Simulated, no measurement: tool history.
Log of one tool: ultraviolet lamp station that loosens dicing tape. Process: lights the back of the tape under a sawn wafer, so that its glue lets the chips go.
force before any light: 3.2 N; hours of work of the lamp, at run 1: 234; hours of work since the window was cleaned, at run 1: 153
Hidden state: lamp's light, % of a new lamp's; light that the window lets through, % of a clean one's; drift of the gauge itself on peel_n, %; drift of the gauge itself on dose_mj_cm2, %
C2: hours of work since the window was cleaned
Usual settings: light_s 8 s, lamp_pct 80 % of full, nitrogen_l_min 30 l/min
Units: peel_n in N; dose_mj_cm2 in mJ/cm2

{"run": 1, "hour": 0.0, "light_s": 8, "lamp_pct": 80, "nitrogen_l_min": 30, "hours of work of the lamp": 234, "C2": 153, "peel_n": 0.28, "dose_mj_cm2": 534}
{"run": 2, "hour": 7.3, "light_s": 8, "lamp_pct": 80, "nitrogen_l_min": 30, "hours of work of the lamp": 239, "C2": 158, "peel_n": 0.279, "dose_mj_cm2": 533}
{"run": 3, "hour": 15.1, "light_s": 8, "lamp_pct": 80, "nitrogen_l_min": 30, "hours of work of the lamp": 245, "C2": 164, "peel_n": 0.278, "dose_mj_cm2": 534}
{"run": 4, "hour": 22.6, "light_s": 8, "lamp_pct": 80, "nitrogen_l_min": 30, "hours of work of the lamp": 250, "C2": 169, "peel_n": 0.277, "dose_mj_cm2": 531}
{"run": 5, "hour": 30.3, "light_s": 8, "lamp_pct": 84, "nitrogen_l_min": 30, "hours of work of the lamp": 255, "C2": 174, "peel_n": 0.274, "dose_mj_cm2": 553}
{"run": 6, "hour": 39.0, "light_s": 8, "lamp_pct": 84, "nitrogen_l_min": 30, "hours of work of the lamp": 261, "C2": 180, "peel_n": 0.263, "dose_mj_cm2": 552}

Run 7 comes next. What will it give?
{"run": 7, "hour": 50.7, "light_s": 8, "lamp_pct": 84, "nitrogen_l_min": 30, "hours of work of the lamp": 269, "C2": 188, "peel_n": "?", "dose_mj_cm2": "?"}

peel_n: 0.266 N
dose_mj_cm2: 548 mJ/cm2
Without the tool's hidden state the same run would have given peel_n 0.238 N, dose_mj_cm2 624 mJ/cm2.
